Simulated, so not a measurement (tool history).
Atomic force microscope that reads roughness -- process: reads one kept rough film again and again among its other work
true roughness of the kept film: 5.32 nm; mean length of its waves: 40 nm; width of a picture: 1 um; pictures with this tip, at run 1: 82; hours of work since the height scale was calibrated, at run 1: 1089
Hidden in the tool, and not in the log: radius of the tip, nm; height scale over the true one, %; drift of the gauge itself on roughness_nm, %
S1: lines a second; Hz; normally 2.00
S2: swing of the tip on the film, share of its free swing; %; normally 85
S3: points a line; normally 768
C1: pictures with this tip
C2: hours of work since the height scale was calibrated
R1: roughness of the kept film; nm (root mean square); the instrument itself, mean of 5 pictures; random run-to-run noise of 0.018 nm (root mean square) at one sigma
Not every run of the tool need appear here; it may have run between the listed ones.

| run | hour | S1 | S2 | S3 | C1 | C2 | R1 |
|---|---|---|---|---|---|---|---|
| 1 | 0.0 | 2.00 | 85 | 768 | 82 | 1089 | 4.294 |
|  | 15.7 | new tip fitted |
| 2 | 53.3 | 2.00 | 63 | 768 | 80 | 1130 | 4.592 |
|  | 69.1 | new tip fitted |
| 3 | 106.9 | 2.00 | 63 | 768 | 81 | 1171 | 4.533 |
|  | 122.0 | new tip fitted |
| 4 | 149.4 | 2.00 | 63 | 768 | 58 | 1203 | 4.553 |
|  | 175.8 | new tip fitted |
| 5 | 202.3 | 2.00 | 61 | 768 | 57 | 1243 | 4.606 |
|  | 226.7 | new tip fitted |
| 6 | 240.5 | 2.00 | 85 | 768 | 29 | 1272 | 4.291 |
|  | 280.6 | new tip fitted |
| 7 | 296.7 | 2.00 | 85 | 768 | 35 | 1315 | 4.295 |
| 8 | 329.4 | 2.00 | 85 | 768 | 104 | 1340 | 4.312 |
|  | 333.4 | new tip fitted |
|  | 383.6 | new tip fitted |
| 9 | 384.6 | 2.00 | 85 | 768 | 2 | 1382 | 4.315 |
|  | 434.1 | new tip fitted |
| 10 | 441.1 | 2.00 | 85 | 768 | 15 | 1425 | 4.296 |
| 11 | 469.0 | 2.00 | 85 | 768 | 74 | 1446 | 4.265 |
|  | 484.6 | new tip fitted |
| 12 | 503.9 | 2.00 | 85 | 768 | 41 | 1473 | 4.326 |
|  | 536.9 | new tip fitted |
| 13 | 544.0 | 2.00 | 85 | 768 | 15 | 1503 | 4.288 |
| 14 | 574.1 | 1.98 | 85 | 768 | 79 | 1526 | 4.273 |
|  | 588.6 | new tip fitted |
| 15 | 621.1 | 1.98 | 85 | 768 | 69 | 1562 | 4.277 |
|  | 639.3 | new tip fitted |
| 16 | 661.3 | 2.00 | 85 | 413 | 47 | 1592 | 4.294 |
| 17 | 687.3 | 2.02 | 85 | 768 | 102 | 1612 | 4.285 |
|  | 692.9 | new tip fitted |
| 18 | 737.2 | 2.00 | 58 | 768 | 94 | 1650 | 4.608 |
|  | 743.4 | new tip fitted |
| 19 | 790.9 | 2.00 | 85 | 768 | 101 | 1691 | 4.295 |
|  | 794.6 | new tip fitted |
| 20 | 819.0 | 2.00 | 85 | 768 | 52 | 1713 | 4.284 |
|  | 846.3 | new tip fitted |
| 21 | 874.5 | 2.00 | 62 | 768 | 60 | 1755 | 4.558 |
|  | 896.8 | new tip fitted |
| 22 | 921.6 | 2.00 | 72 | 768 | 52 | 1791 | 4.458 |
|  | 948.0 | new tip fitted |
| 23 | 977.3 | 2.00 | 72 | 768 | 62 | 1833 | 4.467 |
|  | 998.7 | new tip fitted |
| 24 | 1034.4 | 2.00 | 61 | 768 | 75 | 1876 | 4.575 |
|  | 1051.3 | new tip fitted |
|  | 1074.0 | height scale calibrated on a step standard |
| 25 | 1090.5 | 2.00 | 61 | 768 | 81 | 13 | 4.581 |
|  | 1104.1 | new tip fitted |
| 26 | 1116.2 | 0.89 | 61 | 768 | 25 | 32 | 4.611 |
| 27 | 1150.3 | 0.52 | 70 | 768 | 98 | 58 | 4.645 |
|  | 1155.9 | new tip fitted |
| 28 | 1190.4 | 0.52 | 70 | 768 | 73 | 89 | 4.618 |
|  | 1207.1 | new tip fitted |
| 29 | 1233.9 | 1.15 | 80 | 581 | 57 | 122 | 4.509 |
|  | 1258.0 | new tip fitted |
| 30 | 1263.5 | 0.96 | 75 | 661 | 12 | 144 | 4.576 |
|  | 1309.2 | new tip fitted |
| 31 | 1314.7 | 0.96 | 75 | 661 | 12 | 183 | 4.599 |
|  | 1363.4 | new tip fitted |
| 32 | 1366.6 | 0.96 | 75 | 661 | 7 | 223 | 4.584 |
| 33 | 1399.4 | 2.00 | 58 | 702 | 76 | 248 | 4.611 |
|  | 1413.8 | new tip fitted |
| 34 | 1429.7 | 1.88 | 59 | 521 | 34 | 271 | 4.585 |
|  | 1467.0 | new tip fitted |
| 35 | 1473.6 | 1.36 | 64 | 768 | 14 | 304 | 4.591 |
| 36 | 1501.3 | 3.28 | 85 | 338 | 72 | 325 | 4.062 |
|  | 1519.6 | new tip fitted |
| 37 | 1530.9 | 3.00 | 64 | 271 | 24 | 348 | 4.454 |
|  | 1570.0 | new tip fitted |
| 38 | 1578.7 | 3.00 | 64 | 271 | 18 | 384 | 4.480 |
| 39 | 1606.9 | 3.00 | 85 | 570 | 78 | 406 | 4.105 |
|  | 1620.8 | new tip fitted |
| 40 | 1636.4 | 2.00 | 74 | 782 | 34 | 428 | 4.445 |
| 41 | 1665.0 | 1.37 | 85 | 312 | 94 | 450 | 4.365 |
|  | 1671.7 | new tip fitted |
| 42 | 1694.5 | 1.49 | 59 | 419 | 49 | 472 | 4.583 |
| 43 | 1720.5 | 1.05 | 85 | 637 | 104 | 492 | 4.478 |
|  | 1725.9 | new tip fitted |
| 44 | 1751.7 | 2.00 | 87 | 649 | 55 | 516 | 4.275 |
|  | 1779.2 | new tip fitted |
| 45 | 1786.5 | 2.00 | 87 | 649 | 16 | 542 | 4.275 |
| 46 | 1823.9 | 0.71 | 87 | 387 | 95 | 571 | 4.516 |
|  | 1832.6 | new tip fitted |
| 47 | 1847.6 | 0.71 | 87 | 387 | 32 | 589 | 4.540 |
|  | 1882.9 | new tip fitted |
| 48 | 1886.5 | 1.97 | 85 | 326 | 7 | 618 | 4.273 |
| 49 | 1928.4 | 1.74 | 57 | 309 | 96 | 651 | 4.582 |
|  | 1934.5 | new tip fitted |
| 50 | 1978.4 | 0.77 | 56 | 309 | 93 | 689 | 4.654 |

Forecast each of these 3 alternatives for the next run:
|  | 1986.6 | new tip fitted |
| A | 2029.6 | 1.16 | 83 | 337 | 92 | 727 | ? |
|  | 1986.6 | new tip fitted |
| B | 2029.6 | 2.15 | 85 | 946 | 92 | 727 | ? |
|  | 1986.6 | new tip fitted |
| C | 2029.6 | 0.77 | 59 | 346 | 92 | 727 | ? |

| run | R1 |
|---|---|
| A | 4.431 |
| B | 4.234 |
| C | 4.619 |
Stripped of hidden state, with their random variation kept, the same runs would have yielded:
| run | R1 |
|---|---|
| A | 4.445 |
| B | 4.246 |
| C | 4.633 |

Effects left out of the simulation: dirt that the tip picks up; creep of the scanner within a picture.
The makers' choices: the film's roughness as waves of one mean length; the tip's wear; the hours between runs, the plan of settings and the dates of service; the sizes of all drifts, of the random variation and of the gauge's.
